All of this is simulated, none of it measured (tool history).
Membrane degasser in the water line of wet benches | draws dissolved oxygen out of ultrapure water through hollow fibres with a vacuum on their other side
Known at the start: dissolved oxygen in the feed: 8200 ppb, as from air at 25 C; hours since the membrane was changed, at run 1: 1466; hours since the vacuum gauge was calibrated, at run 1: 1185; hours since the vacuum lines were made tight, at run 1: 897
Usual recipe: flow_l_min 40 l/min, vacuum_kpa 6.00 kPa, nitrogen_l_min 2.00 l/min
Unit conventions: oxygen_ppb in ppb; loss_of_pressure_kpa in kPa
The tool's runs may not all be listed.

run    hour  flow_l_min  vacuum_kpa  nitrogen_l_min  hours since the membrane was changed  hours since the vacuum gauge was calibrated  hours since the vacuum lines were made tight  oxygen_ppb  loss_of_pressure_kpa
  1     0.0          40        6.00            2.00                                  1466                                         1185                                           897       207.6                 28.63
  2   142.6          40        6.00            2.43                                  1608                                         1328                                          1040       193.3                 28.58
  3   213.8          40        6.00            2.00                                  1680                                         1399                                          1111       211.1                 28.82
  4   311.6          40        6.00            2.00                                  1777                                         1497                                          1209       211.9                 28.50
  5   438.7          40        6.00            1.29                                  1904                                         1624                                          1336       265.5                 28.82
  6   585.0          40        6.00            1.29                                  2051                                         1770                                          1482       270.7                 28.59
  7   687.3          40        6.00            1.29                                  2153                                         1873                                          1584       266.0                 28.80
  8   747.1          40        6.00            1.29                                  2213                                         1932                                          1644       270.4                 28.91
  9   810.8          40        6.00            1.29                                  2276                                         1996                                          1708       277.0                 29.00
 10   883.5          40        6.00            1.29                                  2349                                         2069                                          1781       270.7                 29.05
 11   951.0          30        6.00            2.00                                  2417                                         2136                                          1848       130.7                 21.70
 12  1095.7          28        6.00            2.00                                  2561                                         2281                                          1993       117.9                 19.92
 13  1211.5          28        6.00            2.00                                  2677                                         2397                                          2109       119.2                 19.91
 14  1321.2          29        6.00            2.00                                  2787                                         2507                                          2218       125.3                 21.10
 15  1438.7          29       13.67            2.00                                  2904                                         2624                                          2336       369.6                 21.17
 16  1546.5          29       13.67            2.00                                  3012                                         2732                                          2444       372.8                 21.04
 17  1680.4          30        4.43            5.59                                  3146                                         2866                                          2578        51.5                 21.89
 18  1795.3          30        5.08            2.27                                  3261                                         2981                                          2692        94.8                 21.64
 19  1865.4          30        5.08            2.27                                  3331                                         3051                                          2762        95.5                 21.52
 20  1932.0          40        6.00            2.07                                  3398                                         3117                                          2829       216.1                 28.80
 21  2056.3          57       11.62            2.07                                  3522                                         3242                                          2953       700.3                 41.22
 22  2161.9          57       11.62            2.07                                  3628                                         3347                                          3059       698.8                 41.37
 23  2269.2          58        5.98            2.00                                  3735                                         3455                                          3166       416.0                 42.31
 24  2336.8          42        9.06            2.00                                  3803                                         3522                                          3234       376.5                 30.68
 25  2397.7          42        9.06            2.00                                  3863                                         3583                                          3295       374.5                 30.19
 26  2527.8          42        9.06            2.00                                  3994                                         3713                                          3425       370.8                 30.59
 27  2651.1          42        9.06            2.00                                  4117                                         3837                                          3548       370.3                 30.86
 28  2744.8          28        5.48            0.89                                  4211                                         3930                                          3642       186.2                 20.50

What will run 29 give?
 29  2856.6          28        5.48            0.82                                  4322                                         4042                                          3754           ?                     ?

oxygen_ppb: 193.7 ppb
loss_of_pressure_kpa: 20.47 kPa
With the hidden condition absent and the run-to-run variation left alone, this run would have shown oxygen_ppb 181.1 ppb, loss_of_pressure_kpa 20.02 kPa.

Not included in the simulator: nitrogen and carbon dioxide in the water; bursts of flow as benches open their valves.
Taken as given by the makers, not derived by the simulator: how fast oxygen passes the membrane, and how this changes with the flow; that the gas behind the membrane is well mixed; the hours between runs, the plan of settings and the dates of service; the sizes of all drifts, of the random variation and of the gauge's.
